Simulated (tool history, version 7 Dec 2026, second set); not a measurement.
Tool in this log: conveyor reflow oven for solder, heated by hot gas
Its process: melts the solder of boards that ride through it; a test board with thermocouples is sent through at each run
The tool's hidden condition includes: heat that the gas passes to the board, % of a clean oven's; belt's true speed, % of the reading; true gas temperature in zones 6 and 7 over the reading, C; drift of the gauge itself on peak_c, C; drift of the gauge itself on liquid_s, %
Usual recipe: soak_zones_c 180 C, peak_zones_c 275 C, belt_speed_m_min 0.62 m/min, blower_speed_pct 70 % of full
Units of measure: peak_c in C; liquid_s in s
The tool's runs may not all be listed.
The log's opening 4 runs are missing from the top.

run     day  soak_zones_c  peak_zones_c  belt_speed_m_min  blower_speed_pct  hours of work since the flux was cleaned out  hours of work since the belt drive was overhauled  hours of work since the thermocouples were changed  peak_c  liquid_s
  5   5.008           180           275              0.62                65                                           485                                                464                                                 946   252.8      51.8
      5.879  -- flux residue cleaned out of gas plates and filters
  6     6.6           180           275              0.62                70                                            11                                                485                                                 966   257.9      56.7
  7   7.908           180           275              0.62                70                                            30                                                504                                                 985   257.8        56
  8   9.038           180           275              0.62                70                                            46                                                520                                                1001   258.2      55.9
  9   9.842           191           275              0.62                70                                            58                                                532                                                1013   259.8      61.2
     10.158  -- belt drive overhauled, speed set with a stopwatch
 10  11.554           191           275              0.62                70                                            80                                                 20                                                1036     260      61.4
 11  12.696           191           275              0.62                70                                            97                                                 37                                                1052   260.6      61.8
     12.867  -- thermocouples of zones 6 and 7 changed
 12  13.567           180           275              0.62                70                                           108                                                 48                                                  10   257.3      56.6
     14.617  -- belt drive overhauled, speed set with a stopwatch, once more
 13  15.233           180           275              0.62                70                                           130                                                  9                                                  32   256.7      54.4
 14  16.225           180           275              0.62                70                                           145                                                 23                                                  46     256      54.5
 15  17.788           180           275              0.62                78                                           167                                                 46                                                  69   258.9      56.1
 16  19.233           180           281              0.62                52                                           188                                                 67                                                  90   252.6      50.8
 17  20.517           185           276             0.524                70                                           207                                                 86                                                 109   263.1      71.7
 18  21.604           180           275             0.603                76                                           223                                                102                                                 125     259      57.7
 19  23.079           182           275             0.703                70                                           244                                                123                                                 146   251.5      45.1
 20  23.767           182           281             0.703                57                                           254                                                133                                                 156   249.8      42.9
 21  24.654           186           280             0.659                66                                           267                                                146                                                 169   257.3      52.4
 22  25.521           192           281              0.52                51                                           280                                                159                                                 182   261.5      73.5
 23  26.488           192           277             0.734                90                                           294                                                173                                                 196     260      51.4
 24  27.296           180           289              0.62                70                                           306                                                185                                                 208   267.5      60.3
 25  28.833           180           289              0.62                70                                           328                                                207                                                 230   267.1      59.8
 26  30.038           171           278             0.601                73                                           346                                                225                                                 248   257.8      54.4
 27  31.179           180           282             0.607                70                                           362                                                241                                                 264   262.1      58.7

Forecast run 28:
 28  32.358           169           286             0.509                73                                           379                                                258                                                 281       ?         ?

For run 28 the tool returned peak_c 270.8 C, liquid_s 72.2 s.
On a tool with no hidden condition, and with the same random variation, this run would have come out at peak_c 272.7 C, liquid_s 72.9 s.
